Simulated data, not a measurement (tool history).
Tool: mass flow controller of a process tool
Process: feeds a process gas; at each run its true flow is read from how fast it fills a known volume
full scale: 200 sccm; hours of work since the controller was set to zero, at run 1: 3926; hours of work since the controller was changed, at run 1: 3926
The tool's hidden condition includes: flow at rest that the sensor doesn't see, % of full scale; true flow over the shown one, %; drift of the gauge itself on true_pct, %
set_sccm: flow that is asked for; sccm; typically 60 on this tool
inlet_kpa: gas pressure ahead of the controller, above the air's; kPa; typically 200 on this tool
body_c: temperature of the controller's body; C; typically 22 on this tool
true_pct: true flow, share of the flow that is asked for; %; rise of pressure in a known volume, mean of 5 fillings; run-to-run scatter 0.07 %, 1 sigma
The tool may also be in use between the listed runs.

| run | day | set_sccm | inlet_kpa | body_c | hours of work since the controller was set to zero | hours of work since the controller was changed | true_pct |
|---|---|---|---|---|---|---|---|
| 1 | 0 | 60 | 200 | 22 | 3926 | 3926 | 99.12 |
| 2 | 17.167 | 60 | 200 | 26 | 4114 | 4114 | 98.7 |
| 3 | 36.767 | 60 | 200 | 26 | 4328 | 4328 | 98.79 |
| 4 | 50.929 | 60 | 200 | 22 | 4483 | 4483 | 99.09 |
| 5 | 60.838 | 60 | 200 | 22 | 4591 | 4591 | 99 |
| 6 | 77.421 | 60 | 200 | 22 | 4772 | 4772 | 99.06 |
| 7 | 86.792 | 60 | 185 | 22 | 4875 | 4875 | 99.05 |
| 8 | 107.392 | 60 | 185 | 22 | 5100 | 5100 | 98.84 |
| 9 | 116.971 | 60 | 158 | 22 | 5204 | 5204 | 99.02 |
| 10 | 134.483 | 60 | 158 | 22 | 5396 | 5396 | 98.95 |
| 11 | 145.529 | 60 | 158 | 22 | 5516 | 5516 | 98.97 |
| 12 | 164.321 | 32 | 200 | 22 | 5722 | 5722 | 97.12 |
| 13 | 174.783 | 71 | 200 | 22 | 5836 | 5836 | 99.53 |
| 14 | 186.208 | 71 | 200 | 38 | 5961 | 5961 | 98.49 |
| 15 | 204.908 | 60 | 200 | 22 | 6165 | 6165 | 99.21 |
| 16 | 225.004 | 60 | 200 | 26 | 6385 | 6385 | 98.8 |
| 17 | 234.796 | 60 | 200 | 26 | 6492 | 6492 | 98.99 |
| 18 | 255.75 | 60 | 200 | 26 | 6721 | 6721 | 98.82 |
| 19 | 265.246 | 60 | 200 | 26 | 6824 | 6824 | 98.79 |
| 20 | 283.558 | 60 | 200 | 26 | 7024 | 7024 | 98.76 |
| 21 | 295.579 | 60 | 200 | 34 | 7156 | 7156 | 98.35 |
| 22 | 306.346 | 60 | 200 | 34 | 7273 | 7273 | 98.57 |
| 23 | 324.525 | 60 | 200 | 34 | 7472 | 7472 | 98.45 |
| 24 | 340.912 | 60 | 200 | 34 | 7651 | 7651 | 98.41 |
| 25 | 358.75 | 60 | 154 | 25 | 7846 | 7846 | 98.85 |
| 26 | 378.883 | 139 | 192 | 32 | 8066 | 8066 | 100.97 |
| 27 | 391.9 | 60 | 155 | 22 | 8208 | 8208 | 99.07 |
|  | 408.642 | controller's zero set anew |
| 28 | 408.642 | 84 | 188 | 35 | 0 | 8391 | 101.57 |
| 29 | 428.967 | 84 | 188 | 35 | 222 | 8613 | 101.52 |
| 30 | 444.629 | 173 | 142 | 35 | 393 | 8784 | 102.27 |
| 31 | 456.571 | 173 | 242 | 35 | 524 | 8915 | 102.67 |
| 32 | 477.117 | 173 | 242 | 35 | 748 | 9139 | 102.65 |
|  | 490.25 | controller exchanged for a calibrated one |
| 33 | 491.138 | 173 | 242 | 35 | 10 | 10 | 99.22 |
| 34 | 512.679 | 173 | 242 | 35 | 245 | 245 | 99.33 |
| 35 | 528.042 | 173 | 242 | 35 | 413 | 413 | 99.43 |
| 36 | 547.429 | 173 | 242 | 35 | 625 | 625 | 99.45 |
| 37 | 565.425 | 173 | 242 | 35 | 821 | 821 | 99.45 |
| 38 | 581.45 | 32 | 232 | 24 | 996 | 996 | 98.3 |
| 39 | 595.521 | 60 | 259 | 22 | 1150 | 1150 | 99.08 |
| 40 | 605.896 | 60 | 148 | 21 | 1264 | 1264 | 98.76 |
| 41 | 621.346 | 60 | 148 | 21 | 1432 | 1432 | 98.67 |
| 42 | 634.354 | 60 | 148 | 21 | 1575 | 1575 | 98.63 |
| 43 | 652.483 | 85 | 201 | 22 | 1773 | 1773 | 99.23 |
| 44 | 667.508 | 85 | 201 | 22 | 1937 | 1937 | 99.3 |
| 45 | 680.867 | 21 | 239 | 25 | 2083 | 2083 | 97.16 |
| 46 | 689.604 | 21 | 239 | 25 | 2178 | 2178 | 97.05 |
| 47 | 698.954 | 21 | 239 | 39 | 2280 | 2280 | 96.13 |

Entry by entry between the runs, the difference in hidden state between the last listed run before and the first listed run after:
Logged between run 27 and run 28: controller's zero set anew (day 408.642)
  flow at rest that the sensor doesn't see, % of full scale: -0.854 -> -0.025; true flow over the shown one, %: 3.16 -> 3.24
  difference, measured minus the result without the unlogged condition, true_pct: +0.32 -> +3.18 %
Logged between run 32 and run 33: controller exchanged for a calibrated one (day 490.25)
  flow at rest that the sensor doesn't see, % of full scale: -0.1 -> -0.015; true flow over the shown one, %: 3.53 -> -0.04
  difference, measured minus the result without the unlogged condition, true_pct: +3.42 -> -0.05 %
